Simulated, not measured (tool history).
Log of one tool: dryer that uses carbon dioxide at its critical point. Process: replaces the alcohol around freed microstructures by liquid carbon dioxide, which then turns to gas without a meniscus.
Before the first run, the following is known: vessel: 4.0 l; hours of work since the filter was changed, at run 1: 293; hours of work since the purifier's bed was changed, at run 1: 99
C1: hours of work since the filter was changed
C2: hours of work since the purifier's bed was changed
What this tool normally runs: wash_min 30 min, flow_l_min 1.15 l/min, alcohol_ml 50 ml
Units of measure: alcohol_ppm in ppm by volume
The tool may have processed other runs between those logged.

Run 1, day 0: usual settings; C1 293; C2 99. Result: alcohol_ppm 54 ppm by volume.
Run 2, day 0.612: usual settings but flow_l_min 1.77 l/min; C1 298; C2 104. Result: alcohol_ppm 13 ppm by volume.
Run 3, day 1.208: usual settings but flow_l_min 1.44 l/min; C1 303; C2 108. Result: alcohol_ppm 28 ppm by volume.
Run 4, day 1.75: usual settings but flow_l_min 1.44 l/min; C1 307; C2 113. Result: alcohol_ppm 27 ppm by volume.
Run 5, day 2.625: usual settings but flow_l_min 1.44 l/min; C1 314; C2 120. Result: alcohol_ppm 25 ppm by volume.
Run 6, day 3.208: usual settings but flow_l_min 1.44 l/min; C1 319; C2 124. Result: alcohol_ppm 21 ppm by volume.
Run 7, day 4.179: usual settings but flow_l_min 1.44 l/min; C1 327; C2 132. Result: alcohol_ppm 25 ppm by volume.
Run 8, day 5.296: usual settings but flow_l_min 1.44 l/min; C1 335; C2 141. Result: alcohol_ppm 29 ppm by volume.
Run 9, day 6.075: usual settings but flow_l_min 1.44 l/min; C1 342; C2 147. Result: alcohol_ppm 29 ppm by volume.
Run 10, day 6.812: usual settings but wash_min 23 min, flow_l_min 1.44 l/min; C1 348; C2 153. Result: alcohol_ppm 73 ppm by volume.
Run 11, day 7.442: usual settings but wash_min 23 min, flow_l_min 1.44 l/min; C1 353; C2 158. Result: alcohol_ppm 71 ppm by volume.
Run 12, day 8.375: usual settings but wash_min 23 min, flow_l_min 1.44 l/min; C1 360; C2 166. Result: alcohol_ppm 69 ppm by volume.
Run 13, day 9.017: usual settings but wash_min 40 min, flow_l_min 1.47 l/min, alcohol_ml 102 ml; C1 365; C2 171. Result: alcohol_ppm 8 ppm by volume.
Run 14, day 10.129: usual settings but wash_min 40 min, flow_l_min 1.47 l/min, alcohol_ml 102 ml; C1 374; C2 180. Result: alcohol_ppm 25 ppm by volume.
Run 15, day 10.862: usual settings but wash_min 40 min, flow_l_min 1.47 l/min, alcohol_ml 102 ml; C1 380; C2 186. Result: alcohol_ppm 21 ppm by volume.
Run 16, day 11.342: usual settings but wash_min 32 min, flow_l_min 1.45 l/min; C1 384; C2 189. Result: alcohol_ppm 32 ppm by volume.

Predict the results of run 17:
Run 17, day 12.183: usual settings but wash_min 32 min, flow_l_min 1.45 l/min, alcohol_ml 39 ml; C1 391; C2 196. Result: alcohol_ppm ?.

alcohol_ppm: 22 ppm by volume
Were there no unlogged condition in the tool, this run, its random variation unchanged, would have produced alcohol_ppm 0 ppm by volume.
